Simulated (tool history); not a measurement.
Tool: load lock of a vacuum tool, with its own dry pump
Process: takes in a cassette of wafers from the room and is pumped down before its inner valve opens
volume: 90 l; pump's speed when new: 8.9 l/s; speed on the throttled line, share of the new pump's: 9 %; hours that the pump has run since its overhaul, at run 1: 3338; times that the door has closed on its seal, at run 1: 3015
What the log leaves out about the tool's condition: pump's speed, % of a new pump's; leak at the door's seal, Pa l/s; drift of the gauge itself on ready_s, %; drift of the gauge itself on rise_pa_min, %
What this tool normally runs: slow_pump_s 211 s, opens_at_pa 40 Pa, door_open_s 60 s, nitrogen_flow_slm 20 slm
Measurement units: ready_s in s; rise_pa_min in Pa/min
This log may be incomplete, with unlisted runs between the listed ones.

run    hour  slow_pump_s  opens_at_pa  door_open_s  nitrogen_flow_slm  hours that the pump has run since its overhaul  times that the door has closed on its seal  incoming humidity of the room's air, %  ready_s  rise_pa_min
  1     0.0          211           40           60                 20                                            3338                                        3015                                    44.3    272.7        0.038
  2    73.0          211           40           60                 20                                            3411                                        3189                                    45.6    271.1        0.043
  3   124.3          211           40           60                 20                                            3462                                        3311                                    43.8    271.2        0.038
  4   221.8          211           40           60                 20                                            3560                                        3544                                    45.2    272.0        0.036
  5   318.1          211           40           60                 20                                            3656                                        3773                                    42.4    273.0        0.038
  6   394.4          211           40           60                 20                                            3732                                        3955                                    47.2    271.6        0.040
  7   471.0          211           40           60                 20                                            3809                                        4138                                    44.6    272.7        0.037
  8   575.4          211           40           60                 20                                            3913                                        4387                                    44.7    272.1        0.038
  9   635.7          211           40           60                 20                                            3974                                        4530                                    44.5    272.8        0.042
 10   707.9          211           39           60                 20                                            4046                                        4703                                    43.9    271.6        0.032
 11   795.7          211           39           60                 20                                            4134                                        4912                                    44.3    271.9        0.035
 12   854.0          211           40           60                 20                                            4192                                        5051                                    47.8    272.9        0.044
 13   961.0          211           35           60                 20                                            4299                                        5306                                    42.3    273.6        0.031
 14  1065.3          211           35           60                 20                                            4403                                        5555                                    46.0    275.3        0.038
 15  1175.6          211           35           60                 20                                            4513                                        5818                                    43.3    273.8        0.032
 16  1247.1          211           40           60                 20                                            4585                                        5988                                    46.9    271.5        0.050
 17  1315.8          211           40           60                 20                                            4654                                        6152                                    46.1    271.0        0.038
 18  1417.9          211           40           60                  4                                            4756                                        6395                                    48.2    271.3        0.059
 19  1502.9          211           30           60                 20                                            4841                                        6598                                    44.5    273.8        0.040
 20  1602.6          150           32           60                 20                                            4940                                        6836                                    48.6    219.5        0.048
 21  1710.6          150           32           60                 20                                            5048                                        7093                                    41.9    217.1        0.031
 22  1810.1          150           32           87                 15                                            5148                                        7330                                    42.3    218.1        0.052
 23  1912.0          211           40           60                 12                                            5250                                        7573                                    44.6    271.5        0.045
 24  1991.0          211           40           60                 12                                            5329                                        7761                                    46.4    270.9        0.045

Predict the results of run 25:
 25  2041.7          259           40           60                 12                                            5380                                        7882                                    44.3        ?            ?

ready_s: 316.3 s
rise_pa_min: 0.041 Pa/min
Without the tool's hidden state the same run would have given ready_s 316.2 s, rise_pa_min 0.041 Pa/min.
